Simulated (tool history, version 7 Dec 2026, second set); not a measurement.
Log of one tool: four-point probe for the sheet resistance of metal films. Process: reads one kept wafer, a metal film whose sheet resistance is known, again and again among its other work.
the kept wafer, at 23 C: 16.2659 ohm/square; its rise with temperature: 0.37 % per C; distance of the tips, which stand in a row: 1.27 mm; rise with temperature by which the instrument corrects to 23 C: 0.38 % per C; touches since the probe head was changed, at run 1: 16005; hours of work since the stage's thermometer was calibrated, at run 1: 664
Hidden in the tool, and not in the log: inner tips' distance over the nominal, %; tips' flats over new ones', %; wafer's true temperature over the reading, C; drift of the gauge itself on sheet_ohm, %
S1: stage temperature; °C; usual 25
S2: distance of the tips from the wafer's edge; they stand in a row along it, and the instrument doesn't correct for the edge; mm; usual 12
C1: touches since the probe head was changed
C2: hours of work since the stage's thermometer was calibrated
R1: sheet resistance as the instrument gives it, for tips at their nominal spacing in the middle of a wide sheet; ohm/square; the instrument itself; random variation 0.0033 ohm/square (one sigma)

run 1 day=0 | S1=25 S2=12 | C1=16005 C2=664 | R1=16.424779
run 2 day=1.533 | S1=25 S2=12 | C1=18540 C2=693 | R1=16.424031
run 3 day=2.496 | S1=22 S2=12 | C1=20133 C2=712 | R1=16.436788
run 4 day=3.221 | S1=25 S2=12 | C1=21330 C2=725 | R1=16.431994
run 5 day=3.962 | S1=25 S2=12 | C1=22556 C2=739 | R1=16.434383
run 6 day=5.558 | S1=35 S2=12 | C1=25199 C2=770 | R1=16.410396
run 7 day=6.871 | S1=35 S2=12 | C1=27371 C2=795 | R1=16.416552
run 8 day=8.112 | S1=35 S2=12 | C1=29423 C2=819 | R1=16.420474
run 9 day=9.479 | S1=35 S2=12 | C1=31683 C2=845 | R1=16.41878
run 10 day=10.871 | S1=35 S2=29 | C1=33988 C2=871 | R1=16.336593
run 11 day=11.779 | S1=35 S2=29 | C1=35488 C2=889 | R1=16.345483
run 12 day=13.125 | S1=25 S2=3 | C1=37717 C2=914 | R1=17.773078
run 13 day=14.096 | S1=25 S2=3 | C1=39321 C2=933 | R1=17.777771
run 14 day=15.312 | S1=25 S2=3 | C1=41334 C2=956 | R1=17.775234
run 15 day=16.758 | S1=20 S2=3 | C1=43722 C2=984 | R1=17.80586
run 16 day=17.754 | S1=20 S2=3 | C1=45373 C2=1003 | R1=17.79901
run 17 day=18.983 | S1=20 S2=38 | C1=47400 C2=1026 | R1=16.382299

Forecast each of these 3 alternatives for the next run:
run A day=19.654 | S1=27 S2=20 | C1=48516 C2=1039 | R1=?
run B day=19.654 | S1=31 S2=38 | C1=48516 C2=1039 | R1=?
run C day=19.654 | S1=26 S2=23 | C1=48516 C2=1039 | R1=?

run=A R1=16.395217
run=B R1=16.363888
run=C R1=16.389509
Without the tool's hidden state the same runs would have given:
run=A R1=16.292747
run=B R1=16.261747
run=C R1=16.287034

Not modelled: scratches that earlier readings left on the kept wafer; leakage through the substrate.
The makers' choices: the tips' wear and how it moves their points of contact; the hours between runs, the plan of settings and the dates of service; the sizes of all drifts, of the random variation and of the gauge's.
